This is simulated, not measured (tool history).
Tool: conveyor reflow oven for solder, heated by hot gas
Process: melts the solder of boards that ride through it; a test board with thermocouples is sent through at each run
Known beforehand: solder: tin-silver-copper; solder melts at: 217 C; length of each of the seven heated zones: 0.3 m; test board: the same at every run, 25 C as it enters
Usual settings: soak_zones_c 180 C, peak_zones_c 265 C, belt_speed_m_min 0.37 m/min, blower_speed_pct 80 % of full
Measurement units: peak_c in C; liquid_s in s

run 1 day=0 | soak_zones_c=180 peak_zones_c=265 belt_speed_m_min=0.37 blower_speed_pct=80 | peak_c=252.5 liquid_s=76.8
run 2 day=0.346 | soak_zones_c=180 peak_zones_c=265 belt_speed_m_min=0.37 blower_speed_pct=56 | peak_c=247.4 liquid_s=69.9
run 3 day=0.792 | soak_zones_c=190 peak_zones_c=265 belt_speed_m_min=0.37 blower_speed_pct=80 | peak_c=253.5 liquid_s=84
run 4 day=1.379 | soak_zones_c=190 peak_zones_c=265 belt_speed_m_min=0.37 blower_speed_pct=76 | peak_c=253 liquid_s=79.6
run 5 day=1.704 | soak_zones_c=190 peak_zones_c=265 belt_speed_m_min=0.37 blower_speed_pct=76 | peak_c=253.4 liquid_s=81.6
run 6 day=2.146 | soak_zones_c=180 peak_zones_c=265 belt_speed_m_min=0.37 blower_speed_pct=80 | peak_c=251.3 liquid_s=74.6
run 7 day=2.742 | soak_zones_c=180 peak_zones_c=265 belt_speed_m_min=0.37 blower_speed_pct=61 | peak_c=248 liquid_s=71.7
run 8 day=3.412 | soak_zones_c=180 peak_zones_c=265 belt_speed_m_min=0.37 blower_speed_pct=80 | peak_c=251.4 liquid_s=75.1
run 9 day=4.042 | soak_zones_c=180 peak_zones_c=265 belt_speed_m_min=0.37 blower_speed_pct=85 | peak_c=252.1 liquid_s=76.3
-- day=4.258 belt drive overhauled, speed set with a stopwatch
run 10 day=4.846 | soak_zones_c=180 peak_zones_c=265 belt_speed_m_min=0.37 blower_speed_pct=80 | peak_c=251.3 liquid_s=74.4
run 11 day=5.162 | soak_zones_c=180 peak_zones_c=265 belt_speed_m_min=0.37 blower_speed_pct=80 | peak_c=251.6 liquid_s=74.4
run 12 day=5.667 | soak_zones_c=180 peak_zones_c=265 belt_speed_m_min=0.37 blower_speed_pct=80 | peak_c=251 liquid_s=75.6
run 13 day=6.254 | soak_zones_c=180 peak_zones_c=275 belt_speed_m_min=0.37 blower_speed_pct=80 | peak_c=259.8 liquid_s=82.7
run 14 day=6.733 | soak_zones_c=180 peak_zones_c=275 belt_speed_m_min=0.37 blower_speed_pct=80 | peak_c=259.2 liquid_s=81.7
-- day=7.171 belt drive overhauled, speed set with a stopwatch, once more
run 15 day=7.546 | soak_zones_c=180 peak_zones_c=275 belt_speed_m_min=0.37 blower_speed_pct=80 | peak_c=259.7 liquid_s=80.4
run 16 day=7.854 | soak_zones_c=180 peak_zones_c=275 belt_speed_m_min=0.37 blower_speed_pct=80 | peak_c=259.7 liquid_s=80.2
run 17 day=8.183 | soak_zones_c=180 peak_zones_c=275 belt_speed_m_min=0.37 blower_speed_pct=80 | peak_c=258.4 liquid_s=81
run 18 day=8.858 | soak_zones_c=180 peak_zones_c=265 belt_speed_m_min=0.325 blower_speed_pct=87 | peak_c=255.6 liquid_s=89
run 19 day=9.321 | soak_zones_c=192 peak_zones_c=264 belt_speed_m_min=0.37 blower_speed_pct=80 | peak_c=252.1 liquid_s=82.8
run 20 day=9.621 | soak_zones_c=180 peak_zones_c=270 belt_speed_m_min=0.427 blower_speed_pct=80 | peak_c=249.2 liquid_s=60.8
run 21 day=10.125 | soak_zones_c=167 peak_zones_c=266 belt_speed_m_min=0.352 blower_speed_pct=80 | peak_c=250.1 liquid_s=71
run 22 day=10.462 | soak_zones_c=180 peak_zones_c=259 belt_speed_m_min=0.427 blower_speed_pct=80 | peak_c=240.4 liquid_s=52.1
run 23 day=10.896 | soak_zones_c=180 peak_zones_c=269 belt_speed_m_min=0.37 blower_speed_pct=80 | peak_c=253.4 liquid_s=76.2
run 24 day=11.504 | soak_zones_c=180 peak_zones_c=263 belt_speed_m_min=0.37 blower_speed_pct=80 | peak_c=247.8 liquid_s=70.5
run 25 day=12.05 | soak_zones_c=174 peak_zones_c=265 belt_speed_m_min=0.37 blower_speed_pct=80 | peak_c=249.8 liquid_s=67.7
run 26 day=12.429 | soak_zones_c=174 peak_zones_c=265 belt_speed_m_min=0.37 blower_speed_pct=80 | peak_c=248.7 liquid_s=68.2
run 27 day=12.733 | soak_zones_c=174 peak_zones_c=265 belt_speed_m_min=0.37 blower_speed_pct=80 | peak_c=248.8 liquid_s=69
run 28 day=13.25 | soak_zones_c=176 peak_zones_c=275 belt_speed_m_min=0.37 blower_speed_pct=80 | peak_c=257.4 liquid_s=77.4
run 29 day=13.804 | soak_zones_c=178 peak_zones_c=265 belt_speed_m_min=0.341 blower_speed_pct=80 | peak_c=251.5 liquid_s=80.7
run 30 day=14.229 | soak_zones_c=194 peak_zones_c=265 belt_speed_m_min=0.431 blower_speed_pct=80 | peak_c=247.9 liquid_s=66.2

What would each run have given without the hidden state, its run-to-run variation left as it was?
The tool's hidden condition here consists of: heat that the gas passes to the board, % of a clean oven's; belt's true speed, % of the reading; true gas temperature in zones 6 and 7 over the reading, C; drift of the gauge itself on peak_c, C; drift of the gauge itself on liquid_s, %.
run=1 peak_c=251.4 liquid_s=75.6
run=2 peak_c=246.4 liquid_s=68.7
run=3 peak_c=252.5 liquid_s=83
run=4 peak_c=252.1 liquid_s=78.6
run=5 peak_c=252.5 liquid_s=80.7
run=6 peak_c=250.5 liquid_s=73.9
run=7 peak_c=247.3 liquid_s=71
run=8 peak_c=250.8 liquid_s=74.6
run=9 peak_c=251.5 liquid_s=75.9
run=10 peak_c=250.9 liquid_s=74
run=11 peak_c=251.2 liquid_s=74
run=12 peak_c=250.6 liquid_s=75.3
run=13 peak_c=259.6 liquid_s=82.3
run=14 peak_c=259.1 liquid_s=81.4
run=15 peak_c=260 liquid_s=81.1
run=16 peak_c=260 liquid_s=80.8
run=17 peak_c=258.7 liquid_s=81.8
run=18 peak_c=255.5 liquid_s=89.6
run=19 peak_c=252.2 liquid_s=83.6
run=20 peak_c=250.2 liquid_s=62.5
run=21 peak_c=250.7 liquid_s=72.6
run=22 peak_c=241.4 liquid_s=54.4
run=23 peak_c=254 liquid_s=77.5
run=24 peak_c=248.4 liquid_s=72.2
run=25 peak_c=250.8 liquid_s=69.7
run=26 peak_c=249.7 liquid_s=70.3
run=27 peak_c=249.8 liquid_s=71.1
run=28 peak_c=258.7 liquid_s=79.1
run=29 peak_c=252.3 liquid_s=82.5
run=30 peak_c=249.2 liquid_s=68.8
